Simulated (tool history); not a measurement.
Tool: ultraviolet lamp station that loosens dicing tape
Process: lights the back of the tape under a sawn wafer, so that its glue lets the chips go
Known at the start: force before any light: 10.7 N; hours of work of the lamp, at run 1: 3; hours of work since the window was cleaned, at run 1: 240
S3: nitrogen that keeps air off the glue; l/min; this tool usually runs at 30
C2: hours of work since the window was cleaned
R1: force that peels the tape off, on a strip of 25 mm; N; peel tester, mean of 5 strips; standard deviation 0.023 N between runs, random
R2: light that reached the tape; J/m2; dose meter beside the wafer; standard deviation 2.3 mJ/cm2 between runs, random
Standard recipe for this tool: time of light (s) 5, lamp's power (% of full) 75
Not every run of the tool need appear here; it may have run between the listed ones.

Run 1, hour 0: usual settings; hours of work of the lamp 3; C2 240. Result: R1 1.269 N, R2 2120 J/m2.
Run 2, hour 8.7: usual settings; hours of work of the lamp 9; C2 245. Result: R1 1.252 N, R2 2090 J/m2.
Run 3, hour 15.1: usual settings; hours of work of the lamp 13; C2 249. Result: R1 1.241 N, R2 2060 J/m2.
Run 4, hour 21.2: usual settings; hours of work of the lamp 16; C2 253. Result: R1 1.265 N, R2 2100 J/m2.
Run 5, hour 25.6: usual settings; hours of work of the lamp 19; C2 256. Result: R1 1.233 N, R2 2100 J/m2.
Run 6, hour 32.1: usual settings; hours of work of the lamp 23; C2 260. Result: R1 1.267 N, R2 2130 J/m2.
Run 7, hour 38.8: usual settings; hours of work of the lamp 27; C2 264. Result: R1 1.252 N, R2 2120 J/m2.
Run 8, hour 45.4: usual settings but lamp's power (% of full) 88; hours of work of the lamp 31; C2 268. Result: R1 0.907 N, R2 2450 J/m2.
Run 9, hour 50.4: usual settings but lamp's power (% of full) 88; hours of work of the lamp 34; C2 271. Result: R1 0.857 N, R2 2440 J/m2.
Run 10, hour 59.7: usual settings but lamp's power (% of full) 85; hours of work of the lamp 40; C2 277. Result: R1 1.013 N, R2 2300 J/m2.
Run 11, hour 69.2: usual settings; hours of work of the lamp 46; C2 282. Result: R1 1.279 N, R2 2090 J/m2.
Run 12, hour 77.5: usual settings; hours of work of the lamp 51; C2 287. Result: R1 1.328 N, R2 2090 J/m2.
Run 13, hour 85.4: usual settings; hours of work of the lamp 56; C2 292. Result: R1 1.283 N, R2 2060 J/m2.
Run 14, hour 90.6: usual settings; hours of work of the lamp 59; C2 296. Result: R1 1.289 N, R2 2060 J/m2.
Run 15, hour 95: usual settings but lamp's power (% of full) 94; hours of work of the lamp 61; C2 298. Result: R1 0.797 N, R2 2640 J/m2.
Run 16, hour 101.1: usual settings but S3 43 l/min; hours of work of the lamp 65; C2 302. Result: R1 1.014 N, R2 2070 J/m2.
Run 17, hour 110.1: usual settings but S3 43 l/min; hours of work of the lamp 71; C2 307. Result: R1 1.029 N, R2 2090 J/m2.
Run 18, hour 114.9: usual settings but S3 43 l/min; hours of work of the lamp 74; C2 310. Result: R1 1.004 N, R2 2060 J/m2.
Run 19, hour 122: usual settings but time of light (s) 3, S3 43 l/min; hours of work of the lamp 78; C2 315. Result: R1 2.515 N, R2 1230 J/m2.
Run 20, hour 128.5: usual settings but time of light (s) 3, S3 43 l/min; hours of work of the lamp 82; C2 319. Result: R1 2.662 N, R2 1180 J/m2.
Run 21, hour 137.6: usual settings but time of light (s) 3, S3 43 l/min; hours of work of the lamp 88; C2 324. Result: R1 2.486 N, R2 1260 J/m2.
Run 22, hour 146.6: usual settings but time of light (s) 3, S3 43 l/min; hours of work of the lamp 93; C2 330. Result: R1 2.578 N, R2 1210 J/m2.
Run 23, hour 152.9: usual settings but time of light (s) 3, S3 43 l/min; hours of work of the lamp 97; C2 334. Result: R1 2.663 N, R2 1250 J/m2.
Run 24, hour 159.1: usual settings but lamp's power (% of full) 96, S3 56 l/min; hours of work of the lamp 101; C2 337. Result: R1 0.472 N, R2 2610 J/m2.
Run 25, hour 168.7: usual settings but time of light (s) 3, lamp's power (% of full) 83; hours of work of the lamp 106; C2 343. Result: R1 2.605 N, R2 1340 J/m2.
Run 26, hour 176.5: usual settings but lamp's power (% of full) 62, S3 13 l/min; hours of work of the lamp 111; C2 348. Result: R1 3.2 N, R2 1680 J/m2.
Run 27, hour 184.1: usual settings but S3 55 l/min; hours of work of the lamp 116; C2 353. Result: R1 0.902 N, R2 1990 J/m2.
Run 28, hour 191.4: usual settings but S3 55 l/min; hours of work of the lamp 120; C2 357. Result: R1 0.92 N, R2 2020 J/m2.
Run 29, hour 195.4: usual settings but time of light (s) 4, lamp's power (% of full) 73; hours of work of the lamp 123; C2 360. Result: R1 2.167 N, R2 1550 J/m2.
Run 30, hour 203.7: usual settings but time of light (s) 6, lamp's power (% of full) 89, S3 18 l/min; hours of work of the lamp 128; C2 365. Result: R1 0.988 N, R2 2830 J/m2.
Run 31, hour 208.7: usual settings but time of light (s) 3, lamp's power (% of full) 64, S3 25 l/min; hours of work of the lamp 131; C2 368. Result: R1 3.937 N, R2 1010 J/m2.
Run 32, hour 218.1: usual settings but time of light (s) 3, lamp's power (% of full) 64, S3 25 l/min; hours of work of the lamp 137; C2 373. Result: R1 3.881 N, R2 1050 J/m2.
Run 33, hour 224.9: usual settings but time of light (s) 4, lamp's power (% of full) 91, S3 12 l/min; hours of work of the lamp 141; C2 378. Result: R1 2.706 N, R2 1930 J/m2.
Run 34, hour 231.3: usual settings but lamp's power (% of full) 85, S3 17 l/min; hours of work of the lamp 145; C2 382. Result: R1 1.649 N, R2 2280 J/m2.
Run 35, hour 237.6: usual settings but time of light (s) 9, lamp's power (% of full) 67, S3 31 l/min; hours of work of the lamp 149; C2 385. Result: R1 0.438 N, R2 3210 J/m2.
Run 36, hour 245.9: usual settings but time of light (s) 3, lamp's power (% of full) 89, S3 35 l/min; hours of work of the lamp 154; C2 390. Result: R1 2.252 N, R2 1440 J/m2.
Run 37, hour 251.9: usual settings but time of light (s) 2, lamp's power (% of full) 67, S3 31 l/min; hours of work of the lamp 157; C2 394. Result: R1 4.993 N, R2 710 J/m2.
Run 38, hour 257.8: usual settings but time of light (s) 2, lamp's power (% of full) 67, S3 31 l/min; hours of work of the lamp 161; C2 398. Result: R1 4.927 N, R2 710 J/m2.
Run 39, hour 266.6: usual settings but time of light (s) 3, lamp's power (% of full) 67, S3 10 l/min; hours of work of the lamp 166; C2 403. Result: R1 5.24 N, R2 1080 J/m2.
Run 40, hour 270.6: usual settings but lamp's power (% of full) 83; hours of work of the lamp 169; C2 406. Result: R1 1.151 N, R2 2210 J/m2.
Run 41, hour 276.8: usual settings but lamp's power (% of full) 83; hours of work of the lamp 173; C2 409. Result: R1 1.174 N, R2 2210 J/m2.
Run 42, hour 286: usual settings but lamp's power (% of full) 77; hours of work of the lamp 178; C2 415. Result: R1 1.349 N, R2 2020 J/m2.
Run 43, hour 291.9: usual settings but lamp's power (% of full) 77; hours of work of the lamp 182; C2 419. Result: R1 1.355 N, R2 2060 J/m2.
Run 44, hour 296.1: usual settings but time of light (s) 7, S3 25 l/min; hours of work of the lamp 184; C2 421. Result: R1 0.804 N, R2 2770 J/m2.

For some of the steps in R1 from one run to the next: how much would appear even if the tool had no hidden state, given the settings, what came in and random variation, and how much remains for the hidden state plus any gauge scatter that the measured result and the result without hidden state don't share?
Hidden conditions of the tool in this case: lamp's light, % of a new lamp's; light that the window lets through, % of a clean one's; drift of the gauge itself on peel_n, %; drift of the gauge itself on dose_mj_cm2, %.
Run 23 -> 24: time of light (s) 3 -> 5, lamp's power (% of full) 75 -> 96, S3 43 -> 56. R1 -2.191 N: hidden state -0.204, all else -1.987.
Run 24 -> 25: time of light (s) 5 -> 3, lamp's power (% of full) 96 -> 83, S3 56 -> 30. R1 +2.133 N: hidden state +0.204, all else +1.929.
Run 30 -> 31: time of light (s) 6 -> 3, lamp's power (% of full) 89 -> 64, S3 18 -> 25. R1 +2.949 N: hidden state +0.18, all else +2.769.
Run 35 -> 36: time of light (s) 9 -> 3, lamp's power (% of full) 67 -> 89, S3 31 -> 35. R1 +1.814 N: hidden state +0.235, all else +1.579.
Run 36 -> 37: time of light (s) 3 -> 2, lamp's power (% of full) 89 -> 67, S3 35 -> 31. R1 +2.741 N: hidden state +0.054, all else +2.687.
Run 39 -> 40: time of light (s) 3 -> 5, lamp's power (% of full) 67 -> 83, S3 10 -> 30. R1 -4.089 N: hidden state -0.171, all else -3.918.
